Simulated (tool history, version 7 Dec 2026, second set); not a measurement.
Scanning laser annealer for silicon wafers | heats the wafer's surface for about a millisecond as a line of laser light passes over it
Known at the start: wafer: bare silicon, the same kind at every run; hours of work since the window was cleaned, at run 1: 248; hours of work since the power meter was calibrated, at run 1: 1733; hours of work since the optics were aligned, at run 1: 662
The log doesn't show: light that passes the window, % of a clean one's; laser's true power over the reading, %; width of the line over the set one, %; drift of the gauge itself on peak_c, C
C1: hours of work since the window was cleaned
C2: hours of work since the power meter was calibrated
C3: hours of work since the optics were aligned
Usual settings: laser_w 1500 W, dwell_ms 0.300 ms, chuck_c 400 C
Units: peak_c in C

run 1 hour=0.0 | laser_w=1500 dwell_ms=0.300 chuck_c=400 | C1=248 C2=1733 C3=662 | peak_c=1142
run 2 hour=59.5 | laser_w=1500 dwell_ms=0.300 chuck_c=400 | C1=281 C2=1766 C3=695 | peak_c=1136
run 3 hour=114.4 | laser_w=1500 dwell_ms=0.300 chuck_c=400 | C1=311 C2=1797 C3=725 | peak_c=1131
run 4 hour=163.5 | laser_w=1500 dwell_ms=0.300 chuck_c=400 | C1=338 C2=1824 C3=752 | peak_c=1129
-- hour=204.3 window over the wafer cleaned
run 5 hour=250.4 | laser_w=1500 dwell_ms=0.300 chuck_c=400 | C1=25 C2=1870 C3=799 | peak_c=1162
run 6 hour=294.6 | laser_w=1500 dwell_ms=0.300 chuck_c=400 | C1=50 C2=1895 C3=823 | peak_c=1155
run 7 hour=370.5 | laser_w=1390 dwell_ms=0.300 chuck_c=400 | C1=92 C2=1937 C3=865 | peak_c=1102
-- hour=402.0 optics aligned, line set to its width
run 8 hour=445.2 | laser_w=1390 dwell_ms=0.300 chuck_c=400 | C1=130 C2=1975 C3=24 | peak_c=1106
run 9 hour=492.6 | laser_w=1500 dwell_ms=0.300 chuck_c=400 | C1=156 C2=2001 C3=50 | peak_c=1152
run 10 hour=533.4 | laser_w=1500 dwell_ms=0.309 chuck_c=400 | C1=179 C2=2024 C3=72 | peak_c=1162
run 11 hour=619.5 | laser_w=1500 dwell_ms=0.300 chuck_c=391 | C1=226 C2=2071 C3=120 | peak_c=1135
run 12 hour=676.5 | laser_w=1595 dwell_ms=0.361 chuck_c=391 | C1=258 C2=2103 C3=151 | peak_c=1250
run 13 hour=728.3 | laser_w=1645 dwell_ms=0.310 chuck_c=401 | C1=286 C2=2131 C3=180 | peak_c=1217
run 14 hour=773.6 | laser_w=1346 dwell_ms=0.300 chuck_c=372 | C1=311 C2=2156 C3=205 | peak_c=1036
-- hour=859.9 window over the wafer cleaned
run 15 hour=862.1 | laser_w=1346 dwell_ms=0.252 chuck_c=390 | C1=1 C2=2204 C3=253 | peak_c=1030
run 16 hour=916.1 | laser_w=1446 dwell_ms=0.302 chuck_c=366 | C1=31 C2=2234 C3=282 | peak_c=1110
run 17 hour=955.0 | laser_w=1405 dwell_ms=0.282 chuck_c=400 | C1=52 C2=2255 C3=304 | peak_c=1093
run 18 hour=999.0 | laser_w=1596 dwell_ms=0.311 chuck_c=429 | C1=77 C2=2279 C3=328 | peak_c=1252
run 19 hour=1040.7 | laser_w=1596 dwell_ms=0.311 chuck_c=429 | C1=100 C2=2302 C3=351 | peak_c=1245
run 20 hour=1077.4 | laser_w=1449 dwell_ms=0.300 chuck_c=369 | C1=120 C2=2323 C3=371 | peak_c=1099
run 21 hour=1123.6 | laser_w=1428 dwell_ms=0.271 chuck_c=429 | C1=145 C2=2348 C3=397 | peak_c=1109

Some steps in peak_c between neighbouring runs. How much of each would the tool show without its hidden state too (settings, what came in, random variation), and how much is left for the hidden state, with any gauge scatter that isn't in both results?
Run 4 -> 5: window over the wafer cleaned. peak_c +33 C: hidden state +35, all else -2.
Run 13 -> 14: laser_w 1645 -> 1346, dwell_ms 0.310 -> 0.300, chuck_c 401 -> 372. peak_c -181 C: hidden state +5, all else -186.
Run 14 -> 15: dwell_ms 0.300 -> 0.252, chuck_c 372 -> 390, window over the wafer cleaned. peak_c -6 C: hidden state +34, all else -40.
Run 17 -> 18: laser_w 1405 -> 1596, dwell_ms 0.282 -> 0.311, chuck_c 400 -> 429. peak_c +159 C: hidden state -6, all else +165.
